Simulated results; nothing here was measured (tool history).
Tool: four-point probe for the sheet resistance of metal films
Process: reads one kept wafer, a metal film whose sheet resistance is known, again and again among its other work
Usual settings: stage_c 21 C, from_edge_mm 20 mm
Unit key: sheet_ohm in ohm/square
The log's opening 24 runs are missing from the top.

run	day	stage_c	from_edge_mm	sheet_ohm
25	32.079	31	26	0.067331
26	33.154	30	5	0.069591
27	34.858	22	8	0.069004
28	36.479	22	8	0.068995
# day 36.612: stage's thermometer calibrated
29	37.933	22	8	0.069008
# day 39.896: stage's thermometer calibrated, once more
30	39.946	22	9	0.068754
31	41.612	22	3	0.073915
32	43.617	21	24	0.068208
33	44.746	33	20	0.067112
34	46.429	33	20	0.067105
35	47.767	21	20	0.068200
36	49.508	21	20	0.068205
# day 51.217: new probe head fitted
37	51.417	21	20	0.068737
38	52.233	21	20	0.068753
39	53.350	21	20	0.068739
40	54.321	21	20	0.068773

5 ways to go on from here, each from the tool as it stands after run 40. What would each give?
A	56.279	25	53	?
B	56.279	31	3	?
C	56.279	34	31	?
D	56.279	18	8	?
E	56.279	20	7	?

run	sheet_ohm
A	0.068247
B	0.073580
C	0.067448
D	0.069840
E	0.069877
With the hidden condition removed and each run's random variation left untouched, the same runs would have given:
run	sheet_ohm
A	0.068136
B	0.073462
C	0.067339
D	0.069727
E	0.069764
